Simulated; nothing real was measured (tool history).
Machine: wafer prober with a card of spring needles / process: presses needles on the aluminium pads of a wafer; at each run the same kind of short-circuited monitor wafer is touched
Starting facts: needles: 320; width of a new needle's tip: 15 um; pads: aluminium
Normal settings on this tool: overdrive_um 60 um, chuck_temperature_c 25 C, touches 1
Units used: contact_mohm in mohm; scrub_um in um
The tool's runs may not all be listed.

run	hour	overdrive_um	chuck_temperature_c	touches	contact_mohm	scrub_um
1	0.0	60	25	1	478	9.694
# hour 14.8: tips cleaned on abrasive film
# hour 38.8: tips cleaned on abrasive film
# hour 58.6: tips cleaned on abrasive film
2	72.9	60	25	1	536	9.656
# hour 82.8: tips cleaned on abrasive film
# hour 106.7: tips cleaned on abrasive film
# hour 128.8: tips cleaned on abrasive film
3	140.9	60	25	1	521	9.625
# hour 149.9: tips cleaned on abrasive film
# hour 172.9: tips cleaned on abrasive film
# hour 196.2: tips cleaned on abrasive film
4	202.2	60	25	2	336	9.615
# hour 217.0: tips cleaned on abrasive film
# hour 239.3: tips cleaned on abrasive film
# hour 259.6: tips cleaned on abrasive film
5	259.6	60	59	2	222	9.591
# hour 264.8: height of the first contact set anew
# hour 284.5: tips cleaned on abrasive film
# hour 308.6: tips cleaned on abrasive film
6	318.3	60	59	2	385	9.539
# hour 331.7: tips cleaned on abrasive film
# hour 354.7: tips cleaned on abrasive film
7	362.8	60	59	2	359	9.516
# hour 375.5: tips cleaned on abrasive film
# hour 397.5: tips cleaned on abrasive film
8	399.2	60	59	2	259	9.501
# hour 417.8: tips cleaned on abrasive film
# hour 439.4: tips cleaned on abrasive film
# hour 459.1: tips cleaned on abrasive film
9	472.0	60	25	3	323	9.485
# hour 480.9: tips cleaned on abrasive film
# hour 500.6: tips cleaned on abrasive film
# hour 525.3: tips cleaned on abrasive film
10	536.8	60	32	1	531	9.463
# hour 546.7: tips cleaned on abrasive film
# hour 565.8: height of the first contact set anew
# hour 570.8: tips cleaned on abrasive film
# hour 591.9: tips cleaned on abrasive film
11	608.4	60	32	1	552	9.680
# hour 613.4: tips cleaned on abrasive film
# hour 636.8: tips cleaned on abrasive film
# hour 640.7: height of the first contact set anew, once more
12	654.8	60	25	1	570	9.689
# hour 658.6: tips cleaned on abrasive film
# hour 682.3: tips cleaned on abrasive film
# hour 703.7: tips cleaned on abrasive film
13	708.9	60	25	1	410	9.667
# hour 723.7: tips cleaned on abrasive film
# hour 746.2: tips cleaned on abrasive film
14	758.0	45	25	1	761	7.243
# hour 766.6: tips cleaned on abrasive film
# hour 791.3: tips cleaned on abrasive film
# hour 814.1: tips cleaned on abrasive film
# hour 838.7: tips cleaned on abrasive film
15	839.4	45	25	1	335	7.210
# hour 862.2: tips cleaned on abrasive film
# hour 884.6: tips cleaned on abrasive film
# hour 908.1: tips cleaned on abrasive film
16	921.0	45	40	2	584	7.194
# hour 930.9: tips cleaned on abrasive film
# hour 945.8: height of the first contact set anew
# hour 955.0: tips cleaned on abrasive film
17	972.1	45	40	2	576	7.263
# hour 977.1: tips cleaned on abrasive film
# hour 998.9: tips cleaned on abrasive film
18	1018.4	42	28	2	660	6.765
# hour 1021.9: tips cleaned on abrasive film
# hour 1043.9: tips cleaned on abrasive film
# hour 1067.9: tips cleaned on abrasive film
# hour 1092.6: tips cleaned on abrasive film
19	1102.5	42	28	2	588	6.740
# hour 1115.1: tips cleaned on abrasive film
# hour 1138.8: tips cleaned on abrasive film
# hour 1160.7: tips cleaned on abrasive film
20	1168.7	42	28	2	566	6.723
# hour 1182.1: tips cleaned on abrasive film
# hour 1205.1: tips cleaned on abrasive film
# hour 1229.8: tips cleaned on abrasive film
21	1239.1	40	25	2	575	6.379
# hour 1249.1: height of the first contact set anew
# hour 1254.1: tips cleaned on abrasive film
# hour 1278.7: tips cleaned on abrasive film
22	1280.9	48	95	2	331	7.756
# hour 1299.0: tips cleaned on abrasive film
# hour 1318.7: tips cleaned on abrasive film
# hour 1341.3: tips cleaned on abrasive film
# hour 1363.2: tips cleaned on abrasive film
23	1363.2	48	73	3	250	7.710
# hour 1386.6: tips cleaned on abrasive film
# hour 1410.2: tips cleaned on abrasive film
# hour 1429.9: tips cleaned on abrasive film
24	1444.3	48	40	3	423	7.673
# hour 1454.2: tips cleaned on abrasive film
# hour 1478.8: tips cleaned on abrasive film
# hour 1502.5: tips cleaned on abrasive film
25	1509.2	50	78	2	435	7.987
# hour 1526.1: tips cleaned on abrasive film
# hour 1549.1: tips cleaned on abrasive film
# hour 1554.3: height of the first contact set anew
# hour 1572.4: tips cleaned on abrasive film
# hour 1595.0: tips cleaned on abrasive film
26	1595.0	50	78	2	253	8.067
# hour 1617.4: tips cleaned on abrasive film
# hour 1641.7: tips cleaned on abrasive film
# hour 1665.0: tips cleaned on abrasive film
27	1667.6	50	78	2	340	8.042

Branching from run 27: 4 alternative next runs. What would each branch give?
# hour 1686.2: tips cleaned on abrasive film
# hour 1706.0: tips cleaned on abrasive film
A	1708.6	41	25	2	?	?
# hour 1686.2: tips cleaned on abrasive film
# hour 1706.0: tips cleaned on abrasive film
B	1708.6	55	103	2	?	?
# hour 1686.2: tips cleaned on abrasive film
# hour 1706.0: tips cleaned on abrasive film
C	1708.6	58	49	3	?	?
# hour 1686.2: tips cleaned on abrasive film
# hour 1706.0: tips cleaned on abrasive film
D	1708.6	50	48	3	?	?

run	contact_mohm	scrub_um
A	384	6.562
B	310	8.849
C	261	9.317
D	281	8.018
The same runs, with their run-to-run variation unchanged, on a tool lacking any hidden condition would have given:
run	contact_mohm	scrub_um
A	212	6.617
B	221	8.903
C	206	9.371
D	211	8.072
